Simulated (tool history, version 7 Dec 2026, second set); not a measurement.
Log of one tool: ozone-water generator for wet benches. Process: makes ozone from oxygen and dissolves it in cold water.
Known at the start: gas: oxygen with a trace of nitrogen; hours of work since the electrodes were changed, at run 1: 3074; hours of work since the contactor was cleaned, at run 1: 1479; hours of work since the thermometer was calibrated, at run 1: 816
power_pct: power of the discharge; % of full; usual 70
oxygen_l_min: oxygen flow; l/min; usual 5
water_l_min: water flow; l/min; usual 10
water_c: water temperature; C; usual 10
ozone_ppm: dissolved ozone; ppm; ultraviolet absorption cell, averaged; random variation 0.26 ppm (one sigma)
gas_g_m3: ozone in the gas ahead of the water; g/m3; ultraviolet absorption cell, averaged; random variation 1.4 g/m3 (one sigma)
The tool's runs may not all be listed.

run    hour  power_pct  oxygen_l_min  water_l_min  water_c  hours of work since the electrodes were changed  hours of work since the contactor was cleaned  hours of work since the thermometer was calibrated  ozone_ppm  gas_g_m3
  1       0         70             5           10       10                                             3074                                           1479                                                 816       39.7     271.2
  2   119.1         70             5           10       10                                             3186                                           1591                                                 928       40.4     268.2
  3   289.2         54             5           10       10                                             3346                                           1751                                                1088       33.7     228.5
  4   373.1         54             5           10       10                                             3425                                           1830                                                1167       33.6     229.1
  5   559.7         54             5           10       10                                             3601                                           2005                                                1343       33.6     228.1
  6     701         54             5           10       10                                             3733                                           2138                                                1475         34     227.7
  7   836.1         70             5           10       10                                             3860                                           2265                                                1602       39.9     271.3
  8   977.7         70             5           10       10                                             3993                                           2398                                                1735       40.3     268.6
  9  1081.1         70             5           10       10                                             4091                                           2495                                                1833         40     266.6
 10  1267.1         70             5           10       10                                             4265                                           2670                                                2007       39.9     266.3
 11  1445.7         70             5           16       10                                             4433                                           2838                                                2175       28.6       267
 12  1533.7         70             5           16       10                                             4516                                           2920                                                2258       28.6     269.8
 13  1678.1         90             5           10       10                                             4652                                           3056                                                2394       46.9     313.9
 14  1800.4         90             5           10       10                                             4767                                           3171                                                2509       46.9     314.3
 15  1889.1         90             5           10       10                                             4850                                           3255                                                2592       47.5     316.3
 16  2026.9         90             5           10       10                                             4980                                           3384                                                2722       47.2     315.3
 17  2174.8         90             5           10       10                                             5119                                           3523                                                2861       46.6     314.3
 18  2266.1         90          3.03           10       10                                             5204                                           3609                                                2946       45.5     394.1
 19  2358.3         90          3.03           10       10                                             5291                                           3696                                                3033       45.9       395
 20  2458.7         94          6.27            7       11                                             5385                                           3790                                                3127       57.3     286.8
 21  2552.7         70             5            7       10                                             5474                                           3878                                                3216       48.7     263.8
 22  2649.9         67             5            8       10                                             5565                                           3970                                                3307       44.6     256.8
 23  2732.7         56          4.47           11        7                                             5643                                           4047                                                3385       33.9     241.1
 24  2906.8         56          4.47           11        7                                             5807                                           4211                                                3549         34     239.9
 25  3005.2         50          8.73           12        6                                             5899                                           4304                                                3641       29.8     161.8
 26  3096.3         50          5.23           10       18                                             5985                                           4389                                                3727       27.6     207.2
 27  3192.9         70          5.53           10        6                                             6075                                           4480                                                3817       42.5     251.1
     3278.3  -- gauge calibrated
 28  3285.4         70          5.53           10        6                                             6162                                           4567                                                3904       42.9     259.6
 29  3439.2         70          5.53           10        6                                             6307                                           4711                                                4049         43     258.8
     3507.3  -- contactor cleaned
 30  3541.7         70          5.53           10        6                                             6400                                             32                                                4142       42.8     257.5
 31  3623.5         70             5            7       15                                             6476                                            109                                                4218       44.1     271.5
 32  3739.8         48             5           10       10                                             6586                                            219                                                4328       31.5     210.4

How the hidden state differs across the entries between the runs, from the last listed run before each to the first after it:
Between runs 27 and 28: gauge calibrated (hour 3278.3)
  drift of the gauge itself on gas_g_m3, %: -2.92 -> -0.01
  measured less the result without the state, gas_g_m3: -8 -> -0.4 g/m3
Between runs 29 and 30: contactor cleaned (hour 3507.3)
  contactor's efficiency, % of a clean one's: 99.9 -> 100; drift of the gauge itself on gas_g_m3, %: -0.15 -> -0.24
  measured less the result without the state, gas_g_m3: -0.8 -> -1 g/m3
